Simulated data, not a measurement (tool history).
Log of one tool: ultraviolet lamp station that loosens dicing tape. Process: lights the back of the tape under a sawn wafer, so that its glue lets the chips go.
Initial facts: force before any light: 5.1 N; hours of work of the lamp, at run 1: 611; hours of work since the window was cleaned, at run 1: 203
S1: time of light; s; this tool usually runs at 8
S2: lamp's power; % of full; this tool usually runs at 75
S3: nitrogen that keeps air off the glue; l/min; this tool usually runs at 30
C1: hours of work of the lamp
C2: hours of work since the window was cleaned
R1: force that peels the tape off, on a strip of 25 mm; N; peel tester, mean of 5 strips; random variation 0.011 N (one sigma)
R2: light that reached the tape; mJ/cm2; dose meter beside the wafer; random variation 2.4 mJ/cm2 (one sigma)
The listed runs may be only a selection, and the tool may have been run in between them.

run	hour	S1	S2	S3	C1	C2	R1	R2
1	0	8	75	30	611	203	0.528	251
2	42	8	75	30	630	221	0.497	248
3	80.2	8	75	30	647	238	0.514	247
4	121.6	8	75	30	665	256	0.523	250
5	167.8	8	75	30	686	277	0.507	251
6	198.4	8	75	30	699	290	0.544	248
7	225.1	8	75	10	711	302	1.074	252
8	261	8	75	10	727	318	1.061	252
9	303.6	8	75	30	746	337	0.522	245
10	341.6	8	75	30	762	354	0.521	248
11	376.4	8	75	14	778	369	0.879	248
12	415.6	8	75	14	795	386	0.852	248
13	451.8	8	75	14	811	402	0.857	251
14	493.7	8	75	14	830	421	0.863	250
15	543.3	6	70	22	852	443	1.091	174
16	591	6	70	22	873	464	1.125	175
17	620	4	62	10	885	477	2.681	102
18	658.7	4	62	10	903	494	2.548	107
19	694.8	8	91	30	918	510	0.398	301
# hour 709.9: lamp changed
20	727.8	6	81	30	8	524	0.739	203
21	759.9	6	81	30	22	538	0.712	204
22	796.5	6	82	30	38	554	0.675	207
23	835.3	5	70	13	55	572	1.752	146
24	881.6	5	70	13	76	592	1.775	146
25	910	5	89	13	88	605	1.388	187
26	957.3	8	75	21	109	625	0.652	248
27	993.1	10	82	21	125	641	0.404	346
28	1037.5	8	88	36	145	661	0.352	294

Predict each of these 5 candidate next runs independently; none follows another, all start after run 28:
# hour 1059.9: window cleaned of glue's vapour
A	1062.2	10	74	12	156	1	?	?
# hour 1059.9: window cleaned of glue's vapour
B	1062.2	9	83	30	156	1	?	?
# hour 1059.9: window cleaned of glue's vapour
C	1062.2	8	63	36	156	1	?	?
# hour 1059.9: window cleaned of glue's vapour
D	1062.2	10	88	26	156	1	?	?
# hour 1059.9: window cleaned of glue's vapour
E	1062.2	4	88	54	156	1	?	?

run	R1	R2
A	0.697	309
B	0.377	310
C	0.607	210
D	0.325	366
E	0.848	150
What these runs would have given with no unlogged condition in the tool:
run	R1	R2
A	0.695	309
B	0.377	311
C	0.606	210
D	0.324	367
E	0.846	150

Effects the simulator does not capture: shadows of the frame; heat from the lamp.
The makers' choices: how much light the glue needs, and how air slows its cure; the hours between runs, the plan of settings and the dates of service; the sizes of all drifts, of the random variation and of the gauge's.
